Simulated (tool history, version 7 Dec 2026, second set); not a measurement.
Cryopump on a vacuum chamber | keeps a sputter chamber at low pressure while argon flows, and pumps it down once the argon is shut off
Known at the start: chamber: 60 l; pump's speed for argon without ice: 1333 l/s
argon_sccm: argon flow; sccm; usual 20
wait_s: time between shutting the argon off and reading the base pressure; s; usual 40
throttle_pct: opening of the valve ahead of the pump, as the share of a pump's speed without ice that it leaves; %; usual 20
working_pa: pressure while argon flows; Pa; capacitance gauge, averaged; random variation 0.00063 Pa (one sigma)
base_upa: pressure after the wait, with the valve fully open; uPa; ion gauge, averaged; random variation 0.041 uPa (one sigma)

run 1 hour=0 | argon_sccm=20 wait_s=40 throttle_pct=20 | working_pa=0.1276 base_upa=3.21
run 2 hour=25 | argon_sccm=20 wait_s=40 throttle_pct=20 | working_pa=0.1275 base_upa=3.25
run 3 hour=60.5 | argon_sccm=9 wait_s=40 throttle_pct=20 | working_pa=0.0574 base_upa=3.19
run 4 hour=103.5 | argon_sccm=13 wait_s=40 throttle_pct=20 | working_pa=0.0843 base_upa=3.26
run 5 hour=134.1 | argon_sccm=13 wait_s=40 throttle_pct=20 | working_pa=0.0831 base_upa=3.33
run 6 hour=176.1 | argon_sccm=13 wait_s=40 throttle_pct=20 | working_pa=0.085 base_upa=3.5
run 7 hour=216.7 | argon_sccm=13 wait_s=40 throttle_pct=20 | working_pa=0.0832 base_upa=3.38
run 8 hour=272.9 | argon_sccm=13 wait_s=40 throttle_pct=20 | working_pa=0.0835 base_upa=3.4
run 9 hour=317.5 | argon_sccm=13 wait_s=40 throttle_pct=20 | working_pa=0.0843 base_upa=3.62
run 10 hour=344.1 | argon_sccm=13 wait_s=40 throttle_pct=20 | working_pa=0.0844 base_upa=3.59
run 11 hour=396.1 | argon_sccm=20 wait_s=40 throttle_pct=20 | working_pa=0.1299 base_upa=3.62
run 12 hour=442.4 | argon_sccm=20 wait_s=40 throttle_pct=20 | working_pa=0.1308 base_upa=3.67
run 13 hour=487 | argon_sccm=20 wait_s=40 throttle_pct=20 | working_pa=0.13 base_upa=3.69
run 14 hour=537.1 | argon_sccm=20 wait_s=49 throttle_pct=20 | working_pa=0.131 base_upa=3.47
run 15 hour=587 | argon_sccm=29 wait_s=49 throttle_pct=20 | working_pa=0.1895 base_upa=3.43
run 16 hour=643.5 | argon_sccm=29 wait_s=49 throttle_pct=20 | working_pa=0.1896 base_upa=3.49
run 17 hour=669.6 | argon_sccm=29 wait_s=49 throttle_pct=20 | working_pa=0.189 base_upa=3.5
run 18 hour=697 | argon_sccm=29 wait_s=49 throttle_pct=20 | working_pa=0.1907 base_upa=3.59
run 19 hour=722.4 | argon_sccm=29 wait_s=49 throttle_pct=20 | working_pa=0.1918 base_upa=3.61
run 20 hour=767.2 | argon_sccm=9 wait_s=150 throttle_pct=42 | working_pa=0.0297 base_upa=2.56
run 21 hour=798.2 | argon_sccm=26 wait_s=82 throttle_pct=49 | working_pa=0.0739 base_upa=2.99
-- hour=821.5 leaking fittings of the chamber tightened, without venting
run 22 hour=836.5 | argon_sccm=37 wait_s=119 throttle_pct=37 | working_pa=0.1357 base_upa=0.99
run 23 hour=874 | argon_sccm=11 wait_s=40 throttle_pct=20 | working_pa=0.0736 base_upa=2.45
run 24 hour=933.4 | argon_sccm=20 wait_s=72 throttle_pct=20 | working_pa=0.1324 base_upa=1.59
-- hour=983.2 pump warmed up, emptied and cooled again
run 25 hour=983.3 | argon_sccm=20 wait_s=72 throttle_pct=17 | working_pa=0.151 base_upa=1.53
run 26 hour=1034 | argon_sccm=12 wait_s=39 throttle_pct=17 | working_pa=0.0906 base_upa=2.61
run 27 hour=1077.2 | argon_sccm=20 wait_s=23 throttle_pct=32 | working_pa=0.0801 base_upa=4.14
run 28 hour=1119 | argon_sccm=20 wait_s=23 throttle_pct=32 | working_pa=0.0809 base_upa=4.23
run 29 hour=1169.1 | argon_sccm=20 wait_s=30 throttle_pct=45 | working_pa=0.0576 base_upa=3.37
run 30 hour=1222.2 | argon_sccm=40 wait_s=20 throttle_pct=45 | working_pa=0.1159 base_upa=4.82
run 31 hour=1250.9 | argon_sccm=40 wait_s=20 throttle_pct=45 | working_pa=0.1174 base_upa=4.82
run 32 hour=1281.4 | argon_sccm=38 wait_s=228 throttle_pct=45 | working_pa=0.1099 base_upa=1
run 33 hour=1334.9 | argon_sccm=38 wait_s=228 throttle_pct=45 | working_pa=0.111 base_upa=1.12
run 34 hour=1363.4 | argon_sccm=25 wait_s=173 throttle_pct=39 | working_pa=0.0844 base_upa=1.23
run 35 hour=1403.4 | argon_sccm=20 wait_s=40 throttle_pct=21 | working_pa=0.1232 base_upa=2.89

3 ways to go on from here, each from the tool as it stands after run 35. What would each give?
run A hour=1440.3 | argon_sccm=20 wait_s=40 throttle_pct=37 | working_pa=? base_upa=?
run B hour=1440.3 | argon_sccm=30 wait_s=40 throttle_pct=46 | working_pa=? base_upa=?
run C hour=1440.3 | argon_sccm=23 wait_s=65 throttle_pct=19 | working_pa=? base_upa=?

run=A working_pa=0.0711 base_upa=2.89
run=B working_pa=0.0853 base_upa=2.92
run=C working_pa=0.1548 base_upa=2.11
Without the tool's hidden state the same runs would have given:
run=A working_pa=0.0687 base_upa=2.32
run=B working_pa=0.0816 base_upa=2.34
run=C working_pa=0.152 base_upa=1.53

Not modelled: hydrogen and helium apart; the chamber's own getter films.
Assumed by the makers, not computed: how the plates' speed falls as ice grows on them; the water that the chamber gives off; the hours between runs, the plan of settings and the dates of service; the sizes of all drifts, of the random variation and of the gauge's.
